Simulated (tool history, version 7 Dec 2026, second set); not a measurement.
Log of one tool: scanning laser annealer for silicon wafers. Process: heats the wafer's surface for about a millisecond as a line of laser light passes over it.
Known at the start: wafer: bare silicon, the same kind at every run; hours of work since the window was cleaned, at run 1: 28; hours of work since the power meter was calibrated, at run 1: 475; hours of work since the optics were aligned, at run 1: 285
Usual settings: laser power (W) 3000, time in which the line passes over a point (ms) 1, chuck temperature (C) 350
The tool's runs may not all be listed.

run,hour,laser power (W),time in which the line passes over a point (ms),chuck temperature (C),hours of work since the window was cleaned,hours of work since the power meter was calibrated,hours of work since the optics were aligned,highest temperature of the surface (C)
1,0,3000,1,350,28,475,285,1152
2,8.7,3000,1,350,35,482,292,1153
3,25.2,3000,1,350,48,495,305,1154
4,35.2,3000,1,350,56,503,313,1152
5,44,3000,1,350,63,510,320,1150
6,55.4,3000,1,350,72,519,329,1150
7,73,3175,1.2,352,86,532,343,1302
8,80.3,2750,0.94,352,91,538,348,1047
9,89.2,2707,0.7,350,98,545,355,928
10,98.3,2707,0.7,350,106,552,363,927

4 ways to go on from here, each from the tool as it stands after run 10. What would each give?
A,112.3,2645,1.22,369,117,563,373,?
B,112.3,3188,1.1,354,117,563,373,?
C,112.3,2622,1,350,117,563,373,?
D,112.3,2707,1.24,350,117,563,373,?

run,highest temperature of the surface (C)
A,1148
B,1258
C,1036
D,1153
Without the tool's hidden state the same runs would have given:
run,highest temperature of the surface (C)
A,1171
B,1285
C,1056
D,1177

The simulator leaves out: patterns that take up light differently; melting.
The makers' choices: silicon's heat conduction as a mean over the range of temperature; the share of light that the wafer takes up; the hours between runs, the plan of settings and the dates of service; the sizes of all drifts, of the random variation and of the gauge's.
